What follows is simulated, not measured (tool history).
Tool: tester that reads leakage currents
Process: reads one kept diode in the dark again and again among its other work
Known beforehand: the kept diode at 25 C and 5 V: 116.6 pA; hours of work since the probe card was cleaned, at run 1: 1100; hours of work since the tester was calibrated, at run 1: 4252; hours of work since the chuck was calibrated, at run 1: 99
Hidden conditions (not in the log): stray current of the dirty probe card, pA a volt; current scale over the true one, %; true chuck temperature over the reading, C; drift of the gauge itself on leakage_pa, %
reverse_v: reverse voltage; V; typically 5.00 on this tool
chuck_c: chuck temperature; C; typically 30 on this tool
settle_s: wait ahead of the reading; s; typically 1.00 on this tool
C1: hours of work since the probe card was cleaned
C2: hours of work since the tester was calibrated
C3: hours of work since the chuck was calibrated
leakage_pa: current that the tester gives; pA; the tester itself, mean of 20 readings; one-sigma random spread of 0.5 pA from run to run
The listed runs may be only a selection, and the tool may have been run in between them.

run 1 hour=0.0 | reverse_v=5.00 chuck_c=30 settle_s=1.00 | C1=1100 C2=4252 C3=99 | leakage_pa=172.06
run 2 hour=60.9 | reverse_v=5.00 chuck_c=32 settle_s=1.00 | C1=1145 C2=4297 C3=144 | leakage_pa=195.84
run 3 hour=143.4 | reverse_v=5.00 chuck_c=32 settle_s=1.00 | C1=1207 C2=4359 C3=206 | leakage_pa=195.38
-- hour=219.0 tester calibrated
run 4 hour=247.7 | reverse_v=5.00 chuck_c=32 settle_s=1.00 | C1=1283 C2=21 C3=282 | leakage_pa=191.19
run 5 hour=343.9 | reverse_v=5.00 chuck_c=30 settle_s=1.00 | C1=1355 C2=93 C3=354 | leakage_pa=165.99
run 6 hour=415.8 | reverse_v=5.00 chuck_c=30 settle_s=1.00 | C1=1409 C2=147 C3=408 | leakage_pa=164.87
run 7 hour=490.2 | reverse_v=5.00 chuck_c=54 settle_s=1.00 | C1=1464 C2=202 C3=463 | leakage_pa=745.21
run 8 hour=623.6 | reverse_v=5.00 chuck_c=54 settle_s=1.00 | C1=1564 C2=302 C3=563 | leakage_pa=736.65
run 9 hour=710.6 | reverse_v=5.00 chuck_c=47 settle_s=1.00 | C1=1628 C2=367 C3=628 | leakage_pa=482.10
-- hour=745.8 chuck's temperature calibrated
run 10 hour=841.4 | reverse_v=1.15 chuck_c=30 settle_s=1.00 | C1=1725 C2=463 C3=71 | leakage_pa=77.71
run 11 hour=919.5 | reverse_v=5.00 chuck_c=30 settle_s=1.00 | C1=1783 C2=521 C3=130 | leakage_pa=172.68
-- hour=1008.6 probe card cleaned and baked
run 12 hour=1008.6 | reverse_v=5.00 chuck_c=30 settle_s=1.00 | C1=0 C2=585 C3=194 | leakage_pa=174.08
run 13 hour=1137.1 | reverse_v=5.00 chuck_c=30 settle_s=1.00 | C1=96 C2=681 C3=290 | leakage_pa=171.91
run 14 hour=1196.8 | reverse_v=11.17 chuck_c=51 settle_s=1.00 | C1=140 C2=726 C3=334 | leakage_pa=984.89
-- hour=1257.3 probe card cleaned and baked, once more
run 15 hour=1295.6 | reverse_v=11.17 chuck_c=51 settle_s=1.00 | C1=29 C2=797 C3=406 | leakage_pa=944.08
run 16 hour=1371.0 | reverse_v=18.99 chuck_c=23 settle_s=1.00 | C1=85 C2=853 C3=462 | leakage_pa=195.49
run 17 hour=1499.1 | reverse_v=5.00 chuck_c=30 settle_s=9.41 | C1=180 C2=949 C3=558 | leakage_pa=154.06
run 18 hour=1582.5 | reverse_v=12.24 chuck_c=30 settle_s=1.00 | C1=243 C2=1011 C3=620 | leakage_pa=248.17
-- hour=1625.9 chuck's temperature calibrated
run 19 hour=1717.4 | reverse_v=2.19 chuck_c=48 settle_s=0.74 | C1=342 C2=1110 C3=68 | leakage_pa=349.08
run 20 hour=1787.7 | reverse_v=9.77 chuck_c=41 settle_s=1.46 | C1=394 C2=1163 C3=121 | leakage_pa=491.52
run 21 hour=1883.9 | reverse_v=9.77 chuck_c=41 settle_s=1.46 | C1=466 C2=1235 C3=192 | leakage_pa=491.07
run 22 hour=2024.3 | reverse_v=5.60 chuck_c=50 settle_s=2.48 | C1=571 C2=1339 C3=297 | leakage_pa=633.15
run 23 hour=2084.6 | reverse_v=14.32 chuck_c=21 settle_s=1.00 | C1=616 C2=1384 C3=342 | leakage_pa=157.88
run 24 hour=2211.0 | reverse_v=5.00 chuck_c=42 settle_s=1.00 | C1=710 C2=1479 C3=436 | leakage_pa=358.12

Forecast each of these 5 alternatives for the next run:
run A hour=2281.4 | reverse_v=5.00 chuck_c=42 settle_s=1.50 | C1=762 C2=1531 C3=489 | leakage_pa=?
run B hour=2281.4 | reverse_v=5.00 chuck_c=58 settle_s=0.80 | C1=762 C2=1531 C3=489 | leakage_pa=?
run C hour=2281.4 | reverse_v=1.56 chuck_c=42 settle_s=2.63 | C1=762 C2=1531 C3=489 | leakage_pa=?
run D hour=2281.4 | reverse_v=2.93 chuck_c=29 settle_s=1.00 | C1=762 C2=1531 C3=489 | leakage_pa=?
run E hour=2281.4 | reverse_v=6.94 chuck_c=22 settle_s=7.33 | C1=762 C2=1531 C3=489 | leakage_pa=?

run=A leakage_pa=353.41
run=B leakage_pa=946.14
run=C leakage_pa=192.00
run=D leakage_pa=113.12
run=E leakage_pa=110.27
Without the tool's hidden state the same runs would have given:
run=A leakage_pa=369.67
run=B leakage_pa=990.83
run=C leakage_pa=201.80
run=D leakage_pa=117.82
run=E leakage_pa=111.80
